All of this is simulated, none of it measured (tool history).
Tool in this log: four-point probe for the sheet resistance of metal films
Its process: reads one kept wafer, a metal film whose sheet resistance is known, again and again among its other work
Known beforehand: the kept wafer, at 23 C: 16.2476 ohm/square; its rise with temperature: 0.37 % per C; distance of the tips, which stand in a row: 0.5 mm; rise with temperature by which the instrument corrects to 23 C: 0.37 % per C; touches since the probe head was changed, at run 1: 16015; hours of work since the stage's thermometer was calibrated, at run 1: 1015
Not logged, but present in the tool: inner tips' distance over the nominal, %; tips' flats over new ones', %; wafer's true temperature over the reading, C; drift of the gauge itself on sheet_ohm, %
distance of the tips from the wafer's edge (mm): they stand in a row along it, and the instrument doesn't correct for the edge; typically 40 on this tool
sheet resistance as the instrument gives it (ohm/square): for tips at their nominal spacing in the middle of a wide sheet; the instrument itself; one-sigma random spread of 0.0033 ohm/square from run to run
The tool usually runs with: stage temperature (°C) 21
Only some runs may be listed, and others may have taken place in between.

run	hour	stage temperature (°C)	distance of the tips from the wafer's edge (mm)	touches since the probe head was changed	hours of work since the stage's thermometer was calibrated	sheet resistance as the instrument gives it (ohm/square)
1	0.0	21	40	16015	1015	16.247573
2	11.2	21	40	16459	1021	16.251973
3	17.8	21	40	16723	1024	16.249659
4	32.0	21	40	17289	1032	16.251492
5	42.7	21	40	17717	1038	16.253803
6	50.3	21	40	18019	1042	16.246939
7	65.9	21	40	18640	1050	16.249878
8	77.3	21	24	19094	1057	16.249869
9	85.0	24	40	19400	1061	16.249610
10	94.9	21	5	19795	1066	16.334250
11	106.7	21	5	20266	1072	16.339964
12	118.5	21	5	20735	1079	16.335777
13	127.1	21	5	21079	1083	16.335029
14	136.0	22	40	21431	1088	16.254248
15	146.7	22	40	21860	1094	16.247712
16	160.2	21	18	22398	1101	16.251796
17	167.1	21	18	22671	1105	16.250980
18	181.6	21	40	23249	1113	16.246932
19	197.6	21	40	23885	1122	16.246913
20	205.8	21	40	24214	1126	16.255424
21	213.3	27	17	24513	1130	16.256501
22	219.8	23	53	24773	1134	16.253367
23	228.1	27	9	25101	1138	16.271447
24	242.0	27	9	25654	1146	16.273374
25	254.1	20	56	26139	1152	16.251010
26	267.5	30	9	26671	1159	16.269118
27	281.0	30	9	27208	1167	16.271532
28	287.8	34	40	27480	1170	16.244228
29	294.8	33	34	27761	1174	16.244172
30	306.2	34	40	28212	1180	16.244492
31	319.0	30	73	28723	1187	16.244916
32	334.7	18	22	29350	1196	16.254611
33	347.3	18	22	29849	1203	16.256127
34	361.9	33	6	30434	1211	16.307070
35	376.7	33	6	31024	1219	16.300676
36	383.9	27	40	31308	1222	16.244476
37	398.7	21	37	31899	1230	16.250891

Run 38 comes next. What will it give?
38	406.2	30	28	32199	1234	?

sheet resistance as the instrument gives it (ohm/square): 16.243623
Take away the tool's hidden state, keep the run-to-run variation as it was, and the same run would have given sheet resistance as the instrument gives it (ohm/square) 16.243233.

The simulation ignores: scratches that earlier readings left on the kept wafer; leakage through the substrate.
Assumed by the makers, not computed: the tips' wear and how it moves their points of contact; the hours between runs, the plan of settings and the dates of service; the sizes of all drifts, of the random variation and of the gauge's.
